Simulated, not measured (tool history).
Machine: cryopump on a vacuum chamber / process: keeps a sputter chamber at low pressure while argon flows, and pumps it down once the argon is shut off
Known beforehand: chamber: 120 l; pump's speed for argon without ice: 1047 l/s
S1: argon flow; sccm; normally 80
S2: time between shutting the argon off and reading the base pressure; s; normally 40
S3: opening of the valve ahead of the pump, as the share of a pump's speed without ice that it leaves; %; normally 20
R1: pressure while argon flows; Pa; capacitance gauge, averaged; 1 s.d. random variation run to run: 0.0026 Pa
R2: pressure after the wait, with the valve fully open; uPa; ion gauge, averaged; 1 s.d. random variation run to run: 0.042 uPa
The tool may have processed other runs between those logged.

Run 1, hour 0: usual settings. Result: R1 0.6486 Pa, R2 3.65 uPa.
Run 2, hour 39: usual settings but S1 96 sccm. Result: R1 0.7776 Pa, R2 3.77 uPa.
Run 3, hour 61.9: usual settings but S1 96 sccm. Result: R1 0.7832 Pa, R2 3.74 uPa.
Run 4, hour 97: usual settings but S1 96 sccm. Result: R1 0.7902 Pa, R2 3.71 uPa.
Run 5, hour 124.1: usual settings but S1 96 sccm. Result: R1 0.786 Pa, R2 3.81 uPa.
Run 6, hour 149.1: usual settings. Result: R1 0.6541 Pa, R2 3.9 uPa.
Run 7, hour 178.8: usual settings but S3 23 %. Result: R1 0.5688 Pa, R2 3.92 uPa.
Run 8, hour 209.2: usual settings but S3 23 %. Result: R1 0.5655 Pa, R2 4.02 uPa.
Run 9, hour 242: usual settings. Result: R1 0.6562 Pa, R2 3.93 uPa.
Run 10, hour 275.7: usual settings. Result: R1 0.6567 Pa, R2 3.92 uPa.
Run 11, hour 325.2: usual settings but S1 52 sccm. Result: R1 0.4284 Pa, R2 4.1 uPa.
Run 12, hour 356.4: usual settings but S1 52 sccm. Result: R1 0.4278 Pa, R2 4.01 uPa.
Run 13, hour 394.6: usual settings but S1 117 sccm. Result: R1 0.966 Pa, R2 4.09 uPa.
Run 14, hour 444: usual settings but S1 131 sccm. Result: R1 1.0702 Pa, R2 4.13 uPa.
Run 15, hour 487.1: usual settings but S1 131 sccm. Result: R1 1.0824 Pa, R2 4.32 uPa.
Run 16, hour 522.2: usual settings but S1 81 sccm. Result: R1 0.6695 Pa, R2 4.34 uPa.
Run 17, hour 562.6: usual settings but S1 81 sccm. Result: R1 0.673 Pa, R2 4.23 uPa.
Run 18, hour 584.5: usual settings but S2 67 s, S3 25 %. Result: R1 0.5374 Pa, R2 3.48 uPa.
Run 19, hour 632.8: usual settings but S2 67 s, S3 25 %. Result: R1 0.536 Pa, R2 3.52 uPa.
Run 20, hour 677.2: usual settings but S1 128 sccm, S2 67 s, S3 25 %. Result: R1 0.8533 Pa, R2 3.69 uPa.
Run 21, hour 724.2: usual settings but S1 41 sccm, S2 129 s, S3 25 %. Result: R1 0.2761 Pa, R2 3.08 uPa.
Run 22, hour 746.3: usual settings but S1 82 sccm, S2 131 s, S3 34 %. Result: R1 0.4088 Pa, R2 3.07 uPa.
Run 23, hour 780.1: usual settings but S1 82 sccm, S2 131 s, S3 34 %. Result: R1 0.4111 Pa, R2 3.02 uPa.
Run 24, hour 826.2: usual settings but S1 82 sccm, S2 131 s, S3 34 %. Result: R1 0.4099 Pa, R2 3.15 uPa.
Run 25, hour 865: usual settings but S1 53 sccm. Result: R1 0.442 Pa, R2 4.74 uPa.
Run 26, hour 912.9: usual settings but S1 121 sccm, S2 35 s, S3 17 %. Result: R1 1.1919 Pa, R2 5.06 uPa.
Run 27, hour 955.9: usual settings but S2 95 s, S3 16 %. Result: R1 0.8304 Pa, R2 3.63 uPa.
Run 28, hour 994.1: usual settings but S1 62 sccm, S2 109 s. Result: R1 0.5211 Pa, R2 3.49 uPa.
Run 29, hour 1035.7: usual settings but S1 39 sccm, S2 109 s. Result: R1 0.328 Pa, R2 3.67 uPa.
Run 30, hour 1071.1: usual settings but S1 39 sccm, S3 38 %. Result: R1 0.179 Pa, R2 4.97 uPa.
Run 31, hour 1097.3: usual settings but S1 129 sccm, S2 26 s, S3 25 %. Result: R1 0.8792 Pa, R2 6.33 uPa.
Run 32, hour 1144.4: usual settings but S1 120 sccm, S3 26 %. Result: R1 0.7911 Pa, R2 5.16 uPa.
Run 33, hour 1183.5: usual settings but S1 90 sccm, S2 23 s, S3 51 %. Result: R1 0.3202 Pa, R2 7 uPa.

Here are 5 independent what-if runs from the current tool condition. What would each one return?
At hour 1206.6: pump warmed up, emptied and cooled again.
Run A, hour 1225.2: usual settings but S1 88 sccm. Result: R1 ?, R2 ?.
At hour 1206.6: pump warmed up, emptied and cooled again.
Run B, hour 1225.2: usual settings but S1 128 sccm, S2 23 s. Result: R1 ?, R2 ?.
At hour 1206.6: pump warmed up, emptied and cooled again.
Run C, hour 1225.2: usual settings but S1 107 sccm, S2 31 s, S3 28 %. Result: R1 ?, R2 ?.
At hour 1206.6: pump warmed up, emptied and cooled again.
Run D, hour 1225.2: usual settings but S1 51 sccm, S2 112 s, S3 42 %. Result: R1 ?, R2 ?.
At hour 1206.6: pump warmed up, emptied and cooled again.
Run E, hour 1225.2: usual settings but S1 73 sccm, S2 23 s, S3 59 %. Result: R1 ?, R2 ?.

run      R1    R2
  A  0.7101  4.59
  B  1.0321  6.39
  C  0.6174  5.37
  D  0.1967  3.31
  E  0.2023  6.34
Without the tool's hidden state the same runs would have given:
run      R1    R2
  A  0.7087  2.41
  B    1.03  4.15
  C  0.6157  3.13
  D  0.1958  1.05
  E  0.2011  4.11
